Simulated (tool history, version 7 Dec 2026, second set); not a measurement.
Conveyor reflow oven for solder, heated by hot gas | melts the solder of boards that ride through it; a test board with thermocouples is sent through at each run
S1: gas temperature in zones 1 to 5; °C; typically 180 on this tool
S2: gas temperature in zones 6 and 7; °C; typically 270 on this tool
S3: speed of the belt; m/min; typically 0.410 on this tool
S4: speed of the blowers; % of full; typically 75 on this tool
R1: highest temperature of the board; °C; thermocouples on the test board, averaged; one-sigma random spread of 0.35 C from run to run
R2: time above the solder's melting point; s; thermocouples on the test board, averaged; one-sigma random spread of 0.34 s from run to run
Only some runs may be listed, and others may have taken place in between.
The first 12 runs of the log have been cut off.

| run | hour | S1 | S2 | S3 | S4 | R1 | R2 |
|---|---|---|---|---|---|---|---|
| 13 | 172.6 | 180 | 270 | 0.368 | 55 | 251.0 | 75.1 |
| 14 | 184.9 | 180 | 270 | 0.368 | 55 | 251.6 | 74.9 |
| 15 | 193.8 | 188 | 270 | 0.410 | 75 | 254.7 | 73.8 |
| 16 | 205.7 | 188 | 270 | 0.425 | 75 | 253.4 | 69.9 |
| 17 | 215.7 | 173 | 280 | 0.362 | 75 | 264.5 | 84.7 |
|  | 232.0 | flux residue cleaned out of gas plates and filters, once more |
| 18 | 235.7 | 173 | 280 | 0.362 | 75 | 267.0 | 86.4 |
| 19 | 250.8 | 194 | 277 | 0.437 | 69 | 259.7 | 76.1 |
| 20 | 263.9 | 192 | 285 | 0.348 | 58 | 271.1 | 100.7 |
| 21 | 271.7 | 180 | 270 | 0.454 | 73 | 251.0 | 60.6 |
| 22 | 287.2 | 175 | 266 | 0.475 | 65 | 243.0 | 47.5 |
| 23 | 297.5 | 165 | 263 | 0.341 | 67 | 249.9 | 75.1 |
| 24 | 312.8 | 180 | 270 | 0.410 | 87 | 257.3 | 72.5 |
| 25 | 322.6 | 180 | 270 | 0.410 | 87 | 257.1 | 73.4 |
| 26 | 338.9 | 180 | 270 | 0.410 | 87 | 257.2 | 73.3 |
| 27 | 350.0 | 180 | 270 | 0.410 | 87 | 257.3 | 72.8 |
| 28 | 361.1 | 190 | 269 | 0.406 | 77 | 255.9 | 77.0 |
| 29 | 373.0 | 190 | 269 | 0.406 | 77 | 256.7 | 77.3 |
| 30 | 386.2 | 190 | 269 | 0.406 | 77 | 256.2 | 77.9 |
| 31 | 402.4 | 180 | 270 | 0.399 | 72 | 254.3 | 72.6 |

4 options for the next run, each taken on its own from the tool as it stands now. Forecast them:
| A | 414.2 | 187 | 274 | 0.359 | 75 | ? | ? |
| B | 414.2 | 178 | 278 | 0.415 | 75 | ? | ? |
| C | 414.2 | 185 | 270 | 0.399 | 72 | ? | ? |
| D | 414.2 | 182 | 270 | 0.450 | 76 | ? | ? |

| run | R1 | R2 |
|---|---|---|
| A | 262.4 | 91.1 |
| B | 260.3 | 72.3 |
| C | 255.4 | 76.1 |
| D | 252.3 | 62.7 |
Stripped of hidden state, with their random variation kept, the same runs would have yielded:
| run | R1 | R2 |
|---|---|---|
| A | 263.8 | 91.5 |
| B | 262.1 | 73.1 |
| C | 256.9 | 76.9 |
| D | 254.0 | 63.8 |

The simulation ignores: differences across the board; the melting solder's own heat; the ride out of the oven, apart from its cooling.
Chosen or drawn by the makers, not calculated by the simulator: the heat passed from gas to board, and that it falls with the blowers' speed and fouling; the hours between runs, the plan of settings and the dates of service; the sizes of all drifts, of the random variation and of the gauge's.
